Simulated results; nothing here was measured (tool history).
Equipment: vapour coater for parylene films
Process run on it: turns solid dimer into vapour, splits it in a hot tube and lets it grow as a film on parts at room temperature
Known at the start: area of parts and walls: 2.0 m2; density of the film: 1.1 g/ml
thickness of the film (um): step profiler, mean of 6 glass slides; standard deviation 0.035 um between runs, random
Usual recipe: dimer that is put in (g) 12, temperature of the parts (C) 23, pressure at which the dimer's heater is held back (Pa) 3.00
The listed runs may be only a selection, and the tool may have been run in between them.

| run | day | dimer that is put in (g) | temperature of the parts (C) | pressure at which the dimer's heater is held back (Pa) | thickness of the film (um) |
|---|---|---|---|---|---|
| 1 | 0.000 | 12 | 23 | 3.00 | 3.57 |
|  | 0.700 | table's thermometer calibrated |
| 2 | 2.575 | 12 | 23 | 3.00 | 3.57 |
| 3 | 4.662 | 8 | 23 | 3.00 | 2.37 |
| 4 | 6.488 | 8 | 23 | 3.00 | 2.37 |
| 5 | 8.238 | 8 | 23 | 3.00 | 2.34 |
|  | 9.929 | trap's valve overhauled |
| 6 | 10.054 | 8 | 23 | 3.00 | 2.38 |
| 7 | 11.600 | 8 | 27 | 3.00 | 2.11 |
| 8 | 13.062 | 8 | 27 | 3.00 | 2.07 |
| 9 | 15.046 | 13 | 18 | 3.28 | 4.52 |
| 10 | 16.946 | 13 | 18 | 7.92 | 3.82 |

Here are 5 independent what-if runs from the current tool condition. What would each one return?
| A | 18.371 | 6 | 28 | 2.72 | ? |
| B | 18.371 | 8 | 16 | 4.53 | ? |
| C | 18.371 | 7 | 23 | 2.83 | ? |
| D | 18.371 | 12 | 23 | 7.96 | ? |
| E | 18.371 | 12 | 23 | 11.20 | ? |

| run | thickness of the film (um) |
|---|---|
| A | 1.61 |
| B | 2.71 |
| C | 2.13 |
| D | 3.04 |
| E | 2.86 |
Stripped of hidden state, with their random variation kept, the same runs would have yielded:
| run | thickness of the film (um) |
|---|---|
| A | 1.61 |
| B | 2.72 |
| C | 2.13 |
| D | 3.05 |
| E | 2.86 |
